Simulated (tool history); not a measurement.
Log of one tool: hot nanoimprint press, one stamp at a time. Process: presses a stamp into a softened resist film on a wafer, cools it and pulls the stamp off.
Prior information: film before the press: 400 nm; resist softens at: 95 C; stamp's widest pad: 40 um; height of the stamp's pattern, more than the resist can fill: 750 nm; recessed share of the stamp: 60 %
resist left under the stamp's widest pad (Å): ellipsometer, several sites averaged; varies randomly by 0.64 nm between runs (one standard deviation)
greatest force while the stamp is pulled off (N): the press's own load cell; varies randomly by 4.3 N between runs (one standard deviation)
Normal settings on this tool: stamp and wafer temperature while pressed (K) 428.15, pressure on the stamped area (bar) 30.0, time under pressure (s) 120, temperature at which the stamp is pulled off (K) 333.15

run,day,stamp and wafer temperature while pressed (K),pressure on the stamped area (bar),time under pressure (s),temperature at which the stamp is pulled off (K),resist left under the stamp's widest pad (Å),greatest force while the stamp is pulled off (N)
1,0.000,428.15,30.0,120,333.15,2283,223
2,0.833,428.15,30.0,102,333.15,2402,229
3,1.600,428.15,30.0,84,333.15,2536,227
4,2.021,428.15,30.0,84,333.15,2526,230
5,2.862,428.15,30.0,84,333.15,2522,234
6,3.262,428.15,30.0,120,333.15,2277,233
7,3.771,428.15,30.0,120,320.15,2283,295
8,4.271,428.15,30.0,120,320.15,2285,289
9,4.825,428.15,30.0,120,320.15,2286,300
10,5.254,428.15,34.7,120,333.15,2133,236
11,5.925,428.15,30.0,120,333.15,2283,240
12,6.742,428.15,20.7,120,333.15,2641,252
13,7.258,428.15,20.7,120,333.15,2642,241
# day 8.092: stamp cleaned and given a new release coat
14,8.221,428.15,30.0,120,333.15,2276,210
15,8.967,428.15,30.0,120,333.15,2277,216
16,9.442,428.15,30.0,120,333.15,2286,212
17,9.992,438.15,30.0,61,320.15,2118,276
18,10.429,438.15,30.0,61,320.15,2115,271
19,10.775,433.15,40.9,120,333.15,1676,220
20,11.488,432.15,30.0,94,332.15,2173,223
21,11.942,432.15,30.0,94,332.15,2176,234
22,12.729,432.15,30.0,94,332.15,2173,225
23,13.571,428.15,29.0,61,333.15,2781,235
24,14.196,428.15,29.0,61,333.15,2774,238
25,14.621,439.15,38.5,81,325.15,1640,271
26,14.967,438.15,38.5,92,320.15,1623,295
27,15.554,419.15,33.1,120,333.15,2844,241
28,16.125,438.15,30.0,63,335.15,2098,235
29,16.854,438.15,30.0,63,335.15,2082,248

What if the next run were any one of these 5? Each begins from the tool's condition after run 29:
A,17.412,435.15,30.0,144,341.15,?,?
B,17.412,436.15,21.1,120,333.15,?,?
C,17.412,438.15,30.0,141,335.15,?,?
D,17.412,428.15,30.0,199,333.15,?,?
E,17.412,428.15,30.0,120,322.15,?,?

run,resist left under the stamp's widest pad (Å),greatest force while the stamp is pulled off (N)
A,1708,212
B,2087,245
C,1569,236
D,1921,238
E,2257,303
Take away the tool's hidden state, keep each run's random variation, and the runs would have read:
run,resist left under the stamp's widest pad (Å),greatest force while the stamp is pulled off (N)
A,1734,180
B,2124,209
C,1590,200
D,1955,203
E,2294,257
